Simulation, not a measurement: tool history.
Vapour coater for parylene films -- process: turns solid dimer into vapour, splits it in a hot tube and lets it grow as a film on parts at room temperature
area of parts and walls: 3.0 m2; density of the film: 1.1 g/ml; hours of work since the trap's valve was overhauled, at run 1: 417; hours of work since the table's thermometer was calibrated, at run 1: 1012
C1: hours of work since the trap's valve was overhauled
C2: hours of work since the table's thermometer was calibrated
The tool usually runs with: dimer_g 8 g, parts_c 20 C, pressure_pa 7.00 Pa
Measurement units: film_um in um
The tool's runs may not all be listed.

run 1 hour=0.0 | dimer_g=8 parts_c=20 pressure_pa=7.00 | C1=417 C2=1012 | film_um=1.410
run 2 hour=84.1 | dimer_g=8 parts_c=20 pressure_pa=7.00 | C1=485 C2=1080 | film_um=1.382
run 3 hour=142.9 | dimer_g=8 parts_c=20 pressure_pa=7.00 | C1=533 C2=1127 | film_um=1.395
run 4 hour=229.1 | dimer_g=8 parts_c=20 pressure_pa=7.00 | C1=602 C2=1197 | film_um=1.384
run 5 hour=288.7 | dimer_g=8 parts_c=20 pressure_pa=7.00 | C1=650 C2=1245 | film_um=1.381
run 6 hour=330.2 | dimer_g=8 parts_c=20 pressure_pa=7.00 | C1=684 C2=1279 | film_um=1.361
-- hour=343.5 trap's valve overhauled
run 7 hour=420.6 | dimer_g=8 parts_c=20 pressure_pa=7.00 | C1=62 C2=1348 | film_um=1.300
run 8 hour=477.7 | dimer_g=8 parts_c=20 pressure_pa=7.00 | C1=108 C2=1394 | film_um=1.276
run 9 hour=513.2 | dimer_g=8 parts_c=20 pressure_pa=8.09 | C1=137 C2=1423 | film_um=1.254
run 10 hour=594.0 | dimer_g=8 parts_c=20 pressure_pa=8.09 | C1=202 C2=1488 | film_um=1.241
run 11 hour=637.0 | dimer_g=8 parts_c=20 pressure_pa=8.09 | C1=237 C2=1523 | film_um=1.233
-- hour=646.3 trap's valve overhauled, once more
run 12 hour=680.6 | dimer_g=8 parts_c=20 pressure_pa=10.69 | C1=28 C2=1555 | film_um=1.322
run 13 hour=738.0 | dimer_g=13 parts_c=20 pressure_pa=7.00 | C1=74 C2=1601 | film_um=2.311
run 14 hour=797.6 | dimer_g=8 parts_c=20 pressure_pa=7.00 | C1=122 C2=1649 | film_um=1.412
run 15 hour=874.7 | dimer_g=8 parts_c=20 pressure_pa=7.00 | C1=184 C2=1711 | film_um=1.402
run 16 hour=932.9 | dimer_g=8 parts_c=20 pressure_pa=7.00 | C1=231 C2=1758 | film_um=1.388
run 17 hour=979.5 | dimer_g=4 parts_c=20 pressure_pa=7.00 | C1=269 C2=1796 | film_um=0.688
run 18 hour=1064.8 | dimer_g=8 parts_c=20 pressure_pa=7.00 | C1=338 C2=1865 | film_um=1.371
run 19 hour=1103.2 | dimer_g=8 parts_c=20 pressure_pa=7.00 | C1=369 C2=1896 | film_um=1.364
run 20 hour=1150.5 | dimer_g=8 parts_c=20 pressure_pa=7.00 | C1=407 C2=1934 | film_um=1.365
run 21 hour=1232.1 | dimer_g=8 parts_c=20 pressure_pa=7.00 | C1=473 C2=2000 | film_um=1.339
run 22 hour=1279.8 | dimer_g=11 parts_c=20 pressure_pa=7.00 | C1=511 C2=2038 | film_um=1.864
run 23 hour=1347.1 | dimer_g=8 parts_c=20 pressure_pa=7.00 | C1=565 C2=2092 | film_um=1.340
run 24 hour=1386.5 | dimer_g=8 parts_c=20 pressure_pa=7.00 | C1=597 C2=2124 | film_um=1.349
run 25 hour=1450.5 | dimer_g=8 parts_c=12 pressure_pa=3.63 | C1=649 C2=2176 | film_um=2.058
-- hour=1509.7 trap's valve overhauled
run 26 hour=1534.7 | dimer_g=8 parts_c=20 pressure_pa=11.13 | C1=20 C2=2241 | film_um=1.300
-- hour=1547.6 table's thermometer calibrated
run 27 hour=1599.6 | dimer_g=8 parts_c=14 pressure_pa=2.67 | C1=72 C2=42 | film_um=2.210
run 28 hour=1641.4 | dimer_g=7 parts_c=21 pressure_pa=8.04 | C1=105 C2=76 | film_um=1.204
run 29 hour=1719.7 | dimer_g=7 parts_c=21 pressure_pa=8.04 | C1=169 C2=139 | film_um=1.214
run 30 hour=1766.8 | dimer_g=7 parts_c=21 pressure_pa=8.04 | C1=207 C2=177 | film_um=1.193
run 31 hour=1814.6 | dimer_g=7 parts_c=21 pressure_pa=8.04 | C1=245 C2=215 | film_um=1.191
run 32 hour=1851.4 | dimer_g=4 parts_c=23 pressure_pa=3.15 | C1=275 C2=245 | film_um=0.729
run 33 hour=1912.9 | dimer_g=4 parts_c=23 pressure_pa=3.15 | C1=324 C2=295 | film_um=0.728
run 34 hour=1987.8 | dimer_g=4 parts_c=23 pressure_pa=3.15 | C1=385 C2=355 | film_um=0.707
run 35 hour=2034.4 | dimer_g=8 parts_c=20 pressure_pa=7.57 | C1=423 C2=393 | film_um=1.401
run 36 hour=2081.5 | dimer_g=7 parts_c=20 pressure_pa=7.57 | C1=461 C2=431 | film_um=1.221
run 37 hour=2168.5 | dimer_g=7 parts_c=20 pressure_pa=7.57 | C1=531 C2=501 | film_um=1.217
run 38 hour=2231.4 | dimer_g=7 parts_c=18 pressure_pa=7.57 | C1=582 C2=552 | film_um=1.304
run 39 hour=2273.5 | dimer_g=13 parts_c=13 pressure_pa=7.00 | C1=615 C2=586 | film_um=3.011
run 40 hour=2355.1 | dimer_g=3 parts_c=13 pressure_pa=7.31 | C1=681 C2=651 | film_um=0.692
-- hour=2370.3 trap's valve overhauled
run 41 hour=2411.3 | dimer_g=3 parts_c=13 pressure_pa=7.31 | C1=33 C2=694 | film_um=0.726
run 42 hour=2485.3 | dimer_g=3 parts_c=13 pressure_pa=7.31 | C1=93 C2=753 | film_um=0.715
run 43 hour=2556.6 | dimer_g=3 parts_c=22 pressure_pa=3.32 | C1=150 C2=811 | film_um=0.556
run 44 hour=2607.2 | dimer_g=3 parts_c=17 pressure_pa=2.24 | C1=191 C2=852 | film_um=0.725
run 45 hour=2692.6 | dimer_g=3 parts_c=17 pressure_pa=2.24 | C1=260 C2=921 | film_um=0.732
run 46 hour=2730.8 | dimer_g=5 parts_c=13 pressure_pa=2.24 | C1=291 C2=951 | film_um=1.416
run 47 hour=2817.4 | dimer_g=5 parts_c=25 pressure_pa=2.38 | C1=361 C2=1021 | film_um=0.845

Forecast each of these 3 alternatives for the next run:
run A hour=2866.1 | dimer_g=7 parts_c=29 pressure_pa=7.36 | C1=400 C2=1061 | film_um=?
run B hour=2866.1 | dimer_g=6 parts_c=29 pressure_pa=8.62 | C1=400 C2=1061 | film_um=?
run C hour=2866.1 | dimer_g=11 parts_c=20 pressure_pa=2.21 | C1=400 C2=1061 | film_um=?

run=A film_um=0.837
run=B film_um=0.699
run=C film_um=2.336
Stripped of hidden state, with their random variation kept, the same runs would have yielded:
run=A film_um=0.898
run=B film_um=0.750
run=C film_um=2.505

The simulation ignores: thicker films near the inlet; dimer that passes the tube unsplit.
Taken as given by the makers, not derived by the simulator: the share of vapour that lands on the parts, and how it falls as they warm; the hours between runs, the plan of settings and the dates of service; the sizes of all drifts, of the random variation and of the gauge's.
